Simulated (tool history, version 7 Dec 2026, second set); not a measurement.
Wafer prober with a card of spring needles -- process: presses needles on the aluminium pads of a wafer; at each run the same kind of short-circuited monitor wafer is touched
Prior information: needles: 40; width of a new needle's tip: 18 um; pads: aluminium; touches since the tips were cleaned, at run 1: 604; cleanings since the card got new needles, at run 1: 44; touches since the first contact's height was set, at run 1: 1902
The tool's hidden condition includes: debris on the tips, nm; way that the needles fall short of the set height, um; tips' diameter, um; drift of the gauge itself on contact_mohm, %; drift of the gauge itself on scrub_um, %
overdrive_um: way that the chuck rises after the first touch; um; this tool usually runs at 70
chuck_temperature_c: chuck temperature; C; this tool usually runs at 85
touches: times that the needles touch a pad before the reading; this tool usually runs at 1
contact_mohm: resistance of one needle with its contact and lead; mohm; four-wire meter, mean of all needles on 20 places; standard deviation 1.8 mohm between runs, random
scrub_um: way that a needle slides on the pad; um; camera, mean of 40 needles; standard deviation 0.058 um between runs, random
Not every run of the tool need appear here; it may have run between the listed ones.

| run | day | overdrive_um | chuck_temperature_c | touches | touches since the tips were cleaned | cleanings since the card got new needles | touches since the first contact's height was set | contact_mohm | scrub_um |
|---|---|---|---|---|---|---|---|---|---|
| 1 | 0.000 | 70 | 85 | 1 | 604 | 44 | 1902 | 247 | 19.17 |
|  | 0.312 | tips cleaned on abrasive film |
|  | 0.621 | tips cleaned on abrasive film |
|  | 1.008 | tips cleaned on abrasive film |
|  | 1.396 | tips cleaned on abrasive film |
|  | 1.783 | tips cleaned on abrasive film |
| 2 | 1.967 | 70 | 85 | 1 | 1549 | 49 | 18381 | 254 | 19.04 |
|  | 2.121 | tips cleaned on abrasive film |
|  | 2.433 | tips cleaned on abrasive film |
|  | 2.821 | tips cleaned on abrasive film |
| 3 | 3.121 | 70 | 48 | 1 | 2552 | 52 | 28071 | 248 | 18.96 |
|  | 3.204 | tips cleaned on abrasive film |
|  | 3.588 | tips cleaned on abrasive film |
|  | 3.975 | tips cleaned on abrasive film |
|  | 4.288 | tips cleaned on abrasive film |
|  | 4.675 | tips cleaned on abrasive film |
| 4 | 4.833 | 70 | 48 | 1 | 1335 | 57 | 42388 | 242 | 19.01 |
|  | 4.992 | tips cleaned on abrasive film |
|  | 5.375 | tips cleaned on abrasive film |
|  | 5.688 | tips cleaned on abrasive film |
|  | 6.075 | tips cleaned on abrasive film |
| 5 | 6.267 | 70 | 48 | 1 | 1619 | 61 | 54398 | 244 | 18.88 |
|  | 6.421 | tips cleaned on abrasive film |
|  | 6.733 | tips cleaned on abrasive film |
|  | 7.046 | tips cleaned on abrasive film |
|  | 7.429 | tips cleaned on abrasive film |
| 6 | 7.562 | 70 | 56 | 1 | 1117 | 65 | 65251 | 241 | 18.66 |
|  | 7.796 | tips cleaned on abrasive film |
|  | 8.108 | tips cleaned on abrasive film |
|  | 8.496 | tips cleaned on abrasive film |
| 7 | 8.725 | 82 | 56 | 1 | 1945 | 68 | 74985 | 240 | 21.99 |
|  | 8.883 | tips cleaned on abrasive film |
|  | 9.267 | tips cleaned on abrasive film |
|  | 9.654 | tips cleaned on abrasive film |
|  | 9.967 | tips cleaned on abrasive film |
|  | 10.354 | tips cleaned on abrasive film |
|  | 10.662 | tips cleaned on abrasive film |
|  | 10.992 | tips cleaned on abrasive film |
| 8 | 10.992 | 84 | 85 | 1 | 0 | 75 | 93966 | 244 | 22.36 |
|  | 11.379 | tips cleaned on abrasive film |
|  | 11.767 | tips cleaned on abrasive film |
|  | 12.154 | tips cleaned on abrasive film |
|  | 12.467 | tips cleaned on abrasive film |
|  | 12.775 | tips cleaned on abrasive film |
| 9 | 12.792 | 70 | 36 | 1 | 133 | 80 | 109029 | 233 | 18.45 |
|  | 13.100 | tips cleaned on abrasive film |
|  | 13.488 | tips cleaned on abrasive film |
|  | 13.875 | tips cleaned on abrasive film |
|  | 14.188 | tips cleaned on abrasive film |
| 10 | 14.188 | 70 | 36 | 1 | 0 | 84 | 120735 | 229 | 18.40 |
|  | 14.500 | tips cleaned on abrasive film |
|  | 14.812 | tips cleaned on abrasive film |
|  | 15.200 | tips cleaned on abrasive film |
|  | 15.508 | tips cleaned on abrasive film |
|  | 15.829 | height of the first contact set anew |
|  | 15.908 | tips cleaned on abrasive film |
| 11 | 16.188 | 70 | 36 | 1 | 2354 | 89 | 3004 | 247 | 17.87 |
|  | 16.267 | tips cleaned on abrasive film |
|  | 16.654 | tips cleaned on abrasive film |
|  | 17.042 | tips cleaned on abrasive film |
|  | 17.429 | tips cleaned on abrasive film |
|  | 17.817 | tips cleaned on abrasive film |
|  | 18.204 | tips cleaned on abrasive film |
| 12 | 18.500 | 70 | 36 | 1 | 2516 | 95 | 22397 | 247 | 17.84 |
|  | 18.579 | tips cleaned on abrasive film |
|  | 18.892 | tips cleaned on abrasive film |
|  | 19.279 | tips cleaned on abrasive film |
|  | 19.588 | tips cleaned on abrasive film |
| 13 | 19.846 | 70 | 85 | 2 | 2159 | 99 | 33645 | 253 | 17.76 |
|  | 19.925 | tips cleaned on abrasive film |
|  | 20.312 | tips cleaned on abrasive film |
|  | 20.621 | tips cleaned on abrasive film |
|  | 21.008 | tips cleaned on abrasive film |
|  | 21.396 | tips cleaned on abrasive film |
| 14 | 21.675 | 62 | 54 | 1 | 2357 | 104 | 48986 | 257 | 15.63 |
|  | 21.754 | tips cleaned on abrasive film |
|  | 22.067 | tips cleaned on abrasive film |
|  | 22.454 | tips cleaned on abrasive film |
|  | 22.842 | tips cleaned on abrasive film |
|  | 23.150 | tips cleaned on abrasive film |
|  | 23.538 | tips cleaned on abrasive film |
| 15 | 23.696 | 62 | 54 | 1 | 1343 | 110 | 65908 | 249 | 15.39 |
|  | 23.854 | tips cleaned on abrasive film |
|  | 24.167 | tips cleaned on abrasive film |
|  | 24.550 | tips cleaned on abrasive film |
|  | 24.938 | tips cleaned on abrasive film |
| 16 | 25.000 | 62 | 54 | 1 | 525 | 114 | 76819 | 246 | 15.31 |
|  | 25.312 | tips cleaned on abrasive film |
|  | 25.700 | tips cleaned on abrasive film |
|  | 26.088 | tips cleaned on abrasive film |
| 17 | 26.375 | 70 | 35 | 3 | 2433 | 117 | 88339 | 241 | 17.50 |
|  | 26.454 | tips cleaned on abrasive film |
|  | 26.842 | tips cleaned on abrasive film |
|  | 27.229 | tips cleaned on abrasive film |
|  | 27.604 | tips cleaned on abrasive film |
| 18 | 27.604 | 59 | 85 | 2 | 0 | 121 | 98615 | 246 | 14.44 |
|  | 27.912 | tips cleaned on abrasive film |
|  | 28.300 | tips cleaned on abrasive film |
|  | 28.588 | height of the first contact set anew, once more |
| 19 | 28.588 | 59 | 85 | 2 | 2344 | 123 | 0 | 258 | 16.20 |
|  | 28.671 | tips cleaned on abrasive film |
|  | 29.058 | tips cleaned on abrasive film |
|  | 29.446 | tips cleaned on abrasive film |
|  | 29.833 | tips cleaned on abrasive film |
|  | 30.217 | tips cleaned on abrasive film |
|  | 30.538 | tips cleaned on abrasive film |
| 20 | 30.538 | 56 | 72 | 2 | 0 | 129 | 16303 | 245 | 15.26 |
|  | 30.925 | tips cleaned on abrasive film |
|  | 31.312 | tips cleaned on abrasive film |
|  | 31.700 | tips cleaned on abrasive film |
|  | 32.088 | tips cleaned on abrasive film |
| 21 | 32.333 | 56 | 72 | 2 | 2093 | 133 | 31374 | 254 | 15.08 |
|  | 32.412 | tips cleaned on abrasive film |
|  | 32.725 | tips cleaned on abrasive film |
|  | 33.033 | tips cleaned on abrasive film |
|  | 33.421 | tips cleaned on abrasive film |
|  | 33.733 | tips cleaned on abrasive film |
|  | 34.121 | tips cleaned on abrasive film |
| 22 | 34.342 | 70 | 26 | 2 | 1877 | 139 | 48181 | 236 | 18.75 |
|  | 34.500 | tips cleaned on abrasive film |
|  | 34.888 | tips cleaned on abrasive film |
|  | 35.196 | tips cleaned on abrasive film |
|  | 35.583 | tips cleaned on abrasive film |
|  | 35.971 | tips cleaned on abrasive film |
|  | 36.279 | tips cleaned on abrasive film |
| 23 | 36.367 | 76 | 46 | 1 | 714 | 145 | 65123 | 239 | 20.34 |

Estimate the outcome of run 24 from the log above:
|  | 36.600 | tips cleaned on abrasive film |
|  | 36.988 | tips cleaned on abrasive film |
|  | 37.375 | tips cleaned on abrasive film |
|  | 37.683 | tips cleaned on abrasive film |
|  | 38.071 | tips cleaned on abrasive film |
| 24 | 38.304 | 87 | 60 | 2 | 1959 | 150 | 81362 | ? | ? |

{"run 24": {"contact_mohm": 239, "scrub_um": 23.36}}
On a tool with no hidden condition, and with the same random variation, this run would have come out at contact_mohm 233 mohm, scrub_um 23.85 um.
